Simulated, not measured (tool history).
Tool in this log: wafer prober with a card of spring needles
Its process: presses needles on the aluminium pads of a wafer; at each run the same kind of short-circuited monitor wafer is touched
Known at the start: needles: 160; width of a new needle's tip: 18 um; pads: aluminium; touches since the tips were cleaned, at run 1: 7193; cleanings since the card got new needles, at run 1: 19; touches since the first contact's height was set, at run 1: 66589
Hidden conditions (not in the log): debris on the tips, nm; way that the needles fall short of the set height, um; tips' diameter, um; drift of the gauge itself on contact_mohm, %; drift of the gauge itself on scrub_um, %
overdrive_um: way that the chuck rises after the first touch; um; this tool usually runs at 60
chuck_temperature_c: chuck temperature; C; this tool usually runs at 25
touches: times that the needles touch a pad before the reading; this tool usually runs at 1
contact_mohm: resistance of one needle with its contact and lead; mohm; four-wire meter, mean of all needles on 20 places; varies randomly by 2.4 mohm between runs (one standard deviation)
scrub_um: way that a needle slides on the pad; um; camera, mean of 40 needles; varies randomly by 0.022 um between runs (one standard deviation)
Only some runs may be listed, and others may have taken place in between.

run	hour	overdrive_um	chuck_temperature_c	touches	touches since the tips were cleaned	cleanings since the card got new needles	touches since the first contact's height was set	contact_mohm	scrub_um
1	0.0	60	25	1	7193	19	66589	329	7.46
# hour 2.4: tips cleaned on abrasive film
2	15.4	60	25	1	4679	20	72086	346	7.43
# hour 24.4: tips cleaned on abrasive film
3	27.6	60	25	1	1126	21	76412	305	7.40
# hour 46.0: tips cleaned on abrasive film
4	47.6	60	25	1	567	22	83559	283	7.41
# hour 67.7: tips cleaned on abrasive film
5	72.7	60	25	1	1790	23	92522	300	7.39
# hour 88.3: tips cleaned on abrasive film, once more
6	91.8	60	25	1	1259	24	99324	302	7.39
# hour 110.7: tips cleaned on abrasive film
7	114.9	60	25	1	1514	25	107591	304	7.40
8	129.4	60	25	1	6721	25	112798	335	7.35
# hour 133.7: tips cleaned on abrasive film
# hour 135.6: height of the first contact set anew
9	143.2	60	27	1	3303	26	2732	317	7.56
10	153.6	43	31	2	7038	26	6467	342	5.42
# hour 155.7: tips cleaned on abrasive film
11	171.8	43	31	2	5786	27	12969	343	5.42
# hour 177.8: tips cleaned on abrasive film
12	189.0	43	31	2	4017	28	19074	335	5.40
# hour 200.5: tips cleaned on abrasive film
13	213.4	43	31	2	4618	29	27812	341	5.34
# hour 222.9: tips cleaned on abrasive film
14	235.8	48	25	1	4635	30	35814	360	5.99
# hour 244.7: tips cleaned on abrasive film
15	260.4	60	25	1	5604	31	44576	329	7.49
# hour 266.3: tips cleaned on abrasive film
16	281.1	54	64	2	5317	32	51970	329	6.70
# hour 288.7: tips cleaned on abrasive film
17	297.8	54	64	2	3255	33	57923	318	6.69

Forecast each of these 5 alternatives for the next run:
# hour 311.0: tips cleaned on abrasive film
A	315.1	77	59	1	1486	34	64113	?	?
# hour 311.0: tips cleaned on abrasive film
B	315.1	60	54	1	1486	34	64113	?	?
# hour 311.0: tips cleaned on abrasive film
C	315.1	49	37	2	1486	34	64113	?	?
# hour 311.0: tips cleaned on abrasive film
D	315.1	44	106	1	1486	34	64113	?	?
# hour 311.0: tips cleaned on abrasive film
E	315.1	60	34	1	1486	34	64113	?	?

run	contact_mohm	scrub_um
A	297	9.59
B	313	7.50
C	300	6.04
D	346	5.40
E	307	7.46
Stripped of hidden state, with their random variation kept, the same runs would have yielded:
run	contact_mohm	scrub_um
A	278	9.69
B	283	7.61
C	275	6.14
D	300	5.50
E	277	7.57
